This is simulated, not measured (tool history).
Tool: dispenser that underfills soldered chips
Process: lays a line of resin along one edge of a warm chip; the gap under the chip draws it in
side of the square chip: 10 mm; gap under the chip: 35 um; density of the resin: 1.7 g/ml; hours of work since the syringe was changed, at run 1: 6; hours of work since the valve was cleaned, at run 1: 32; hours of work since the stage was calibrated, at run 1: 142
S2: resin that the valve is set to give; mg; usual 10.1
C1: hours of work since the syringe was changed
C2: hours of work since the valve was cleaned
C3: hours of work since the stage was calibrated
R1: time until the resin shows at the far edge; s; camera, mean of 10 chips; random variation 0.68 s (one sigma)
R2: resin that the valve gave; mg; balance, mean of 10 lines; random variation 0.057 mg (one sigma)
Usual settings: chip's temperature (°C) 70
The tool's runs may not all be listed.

{"run": 1, "day": 0.0, "chip's temperature (°C)": 70, "S2": 10.1, "C1": 6, "C2": 32, "C3": 142, "R1": 98.2, "R2": 9.89}
{"run": 2, "day": 0.179, "chip's temperature (°C)": 70, "S2": 10.1, "C1": 9, "C2": 35, "C3": 145, "R1": 123, "R2": 9.9}
{"day": 0.204, "done": "new syringe of resin"}
{"run": 3, "day": 0.429, "chip's temperature (°C)": 70, "S2": 10.1, "C1": 4, "C2": 39, "C3": 149, "R1": 85.1, "R2": 9.76}
{"run": 4, "day": 0.604, "chip's temperature (°C)": 70, "S2": 10.1, "C1": 7, "C2": 42, "C3": 152, "R1": 105, "R2": 9.8}
{"day": 0.771, "done": "new syringe of resin"}
{"run": 5, "day": 0.783, "chip's temperature (°C)": 70, "S2": 10.1, "C1": 0, "C2": 45, "C3": 155, "R1": 63.5, "R2": 9.8}
{"run": 6, "day": 0.925, "chip's temperature (°C)": 70, "S2": 10.1, "C1": 3, "C2": 48, "C3": 157, "R1": 76.1, "R2": 9.8}
{"run": 7, "day": 1.138, "chip's temperature (°C)": 70, "S2": 10.1, "C1": 6, "C2": 51, "C3": 161, "R1": 98.7, "R2": 9.71}
{"day": 1.346, "done": "new syringe of resin"}
{"run": 8, "day": 1.375, "chip's temperature (°C)": 66, "S2": 10.1, "C1": 1, "C2": 55, "C3": 165, "R1": 73.2, "R2": 9.65}
{"run": 9, "day": 1.554, "chip's temperature (°C)": 66, "S2": 10.1, "C1": 4, "C2": 58, "C3": 168, "R1": 91.2, "R2": 9.68}
{"day": 1.692, "done": "dispensing valve cleaned and set on the balance"}
{"run": 10, "day": 1.821, "chip's temperature (°C)": 70, "S2": 10.1, "C1": 7, "C2": 2, "C3": 172, "R1": 105.9, "R2": 10.18}
{"run": 11, "day": 1.925, "chip's temperature (°C)": 70, "S2": 12.9, "C1": 9, "C2": 4, "C3": 173, "R1": 121.3, "R2": 12.9}
{"day": 1.958, "done": "new syringe of resin"}
{"run": 12, "day": 2.112, "chip's temperature (°C)": 70, "S2": 12.9, "C1": 3, "C2": 7, "C3": 176, "R1": 76.3, "R2": 12.81}
{"run": 13, "day": 2.254, "chip's temperature (°C)": 70, "S2": 12.9, "C1": 5, "C2": 9, "C3": 179, "R1": 92.2, "R2": 12.91}
{"run": 14, "day": 2.496, "chip's temperature (°C)": 70, "S2": 12.9, "C1": 9, "C2": 13, "C3": 183, "R1": 123.2, "R2": 12.85}
{"day": 2.533, "done": "new syringe of resin"}
{"run": 15, "day": 2.625, "chip's temperature (°C)": 70, "S2": 12.9, "C1": 2, "C2": 15, "C3": 185, "R1": 68.4, "R2": 12.72}
{"run": 16, "day": 2.783, "chip's temperature (°C)": 70, "S2": 10.2, "C1": 4, "C2": 18, "C3": 188, "R1": 86.8, "R2": 10.12}
{"run": 17, "day": 3.042, "chip's temperature (°C)": 57, "S2": 10.2, "C1": 9, "C2": 23, "C3": 192, "R1": 187.6, "R2": 9.99}
{"day": 3.108, "done": "new syringe of resin"}
{"run": 18, "day": 3.196, "chip's temperature (°C)": 57, "S2": 10.2, "C1": 2, "C2": 25, "C3": 194, "R1": 106.8, "R2": 9.99}
{"run": 19, "day": 3.433, "chip's temperature (°C)": 57, "S2": 10.2, "C1": 6, "C2": 29, "C3": 198, "R1": 146, "R2": 9.99}
{"run": 20, "day": 3.65, "chip's temperature (°C)": 64, "S2": 11.9, "C1": 9, "C2": 33, "C3": 202, "R1": 147.3, "R2": 11.55}
{"day": 3.688, "done": "new syringe of resin"}
{"run": 21, "day": 3.825, "chip's temperature (°C)": 64, "S2": 11.9, "C1": 2, "C2": 35, "C3": 205, "R1": 92.1, "R2": 11.62}
{"run": 22, "day": 4.033, "chip's temperature (°C)": 64, "S2": 11.9, "C1": 6, "C2": 39, "C3": 208, "R1": 121, "R2": 11.6}
{"day": 4.258, "done": "new syringe of resin"}
{"run": 23, "day": 4.258, "chip's temperature (°C)": 83, "S2": 10, "C1": 0, "C2": 43, "C3": 212, "R1": 42.4, "R2": 9.67}
{"run": 24, "day": 4.421, "chip's temperature (°C)": 83, "S2": 10, "C1": 3, "C2": 45, "C3": 215, "R1": 52.9, "R2": 9.62}
{"run": 25, "day": 4.571, "chip's temperature (°C)": 81, "S2": 10.2, "C1": 5, "C2": 48, "C3": 217, "R1": 67, "R2": 9.81}
{"day": 4.833, "done": "new syringe of resin"}
{"run": 26, "day": 4.833, "chip's temperature (°C)": 81, "S2": 10.2, "C1": 0, "C2": 52, "C3": 222, "R1": 44.2, "R2": 9.86}
{"run": 27, "day": 5.004, "chip's temperature (°C)": 71, "S2": 10.1, "C1": 3, "C2": 55, "C3": 224, "R1": 75, "R2": 9.7}
{"run": 28, "day": 5.204, "chip's temperature (°C)": 69, "S2": 12.3, "C1": 6, "C2": 58, "C3": 228, "R1": 101.8, "R2": 11.7}
{"day": 5.321, "done": "dispensing valve cleaned and set on the balance"}
{"run": 29, "day": 5.358, "chip's temperature (°C)": 69, "S2": 12.3, "C1": 8, "C2": 1, "C3": 230, "R1": 118.1, "R2": 12.28}
{"day": 5.45, "done": "new syringe of resin"}
{"run": 30, "day": 5.55, "chip's temperature (°C)": 58, "S2": 11.9, "C1": 2, "C2": 4, "C3": 233, "R1": 104.9, "R2": 11.74}
{"run": 31, "day": 5.708, "chip's temperature (°C)": 82, "S2": 10, "C1": 4, "C2": 6, "C3": 235, "R1": 60.4, "R2": 9.98}
{"run": 32, "day": 5.921, "chip's temperature (°C)": 82, "S2": 12.8, "C1": 8, "C2": 10, "C3": 239, "R1": 78.1, "R2": 12.63}
{"day": 6.021, "done": "new syringe of resin"}
{"run": 33, "day": 6.117, "chip's temperature (°C)": 82, "S2": 12.8, "C1": 2, "C2": 13, "C3": 242, "R1": 48.1, "R2": 12.7}
{"run": 34, "day": 6.279, "chip's temperature (°C)": 79, "S2": 9.2, "C1": 4, "C2": 16, "C3": 245, "R1": 65.6, "R2": 9.1}
{"run": 35, "day": 6.517, "chip's temperature (°C)": 57, "S2": 8.8, "C1": 8, "C2": 20, "C3": 249, "R1": 183.7, "R2": 8.69}

5 ways to go on from here, each from the tool as it stands after run 35. What would each give?
{"day": 6.604, "done": "new syringe of resin"}
{"run": "A", "day": 6.642, "chip's temperature (°C)": 70, "S2": 9.9, "C1": 1, "C2": 22, "C3": 251, "R1": "?", "R2": "?"}
{"day": 6.604, "done": "new syringe of resin"}
{"run": "B", "day": 6.642, "chip's temperature (°C)": 81, "S2": 9.7, "C1": 1, "C2": 22, "C3": 251, "R1": "?", "R2": "?"}
{"day": 6.604, "done": "new syringe of resin"}
{"run": "C", "day": 6.642, "chip's temperature (°C)": 62, "S2": 11.4, "C1": 1, "C2": 22, "C3": 251, "R1": "?", "R2": "?"}
{"day": 6.604, "done": "new syringe of resin"}
{"run": "D", "day": 6.642, "chip's temperature (°C)": 56, "S2": 11.1, "C1": 1, "C2": 22, "C3": 251, "R1": "?", "R2": "?"}
{"day": 6.604, "done": "new syringe of resin"}
{"run": "E", "day": 6.642, "chip's temperature (°C)": 73, "S2": 8.8, "C1": 1, "C2": 22, "C3": 251, "R1": "?", "R2": "?"}

run=A R1=66.7 R2=9.71
run=B R1=47.5 R2=9.58
run=C R1=86.3 R2=11.25
run=D R1=104.9 R2=10.78
run=E R1=62.4 R2=8.62
Without the tool's hidden state the same runs would have given:
run=A R1=60.9 R2=9.89
run=B R1=43.5 R2=9.76
run=C R1=78.7 R2=11.46
run=D R1=95.5 R2=10.99
run=E R1=57 R2=8.78
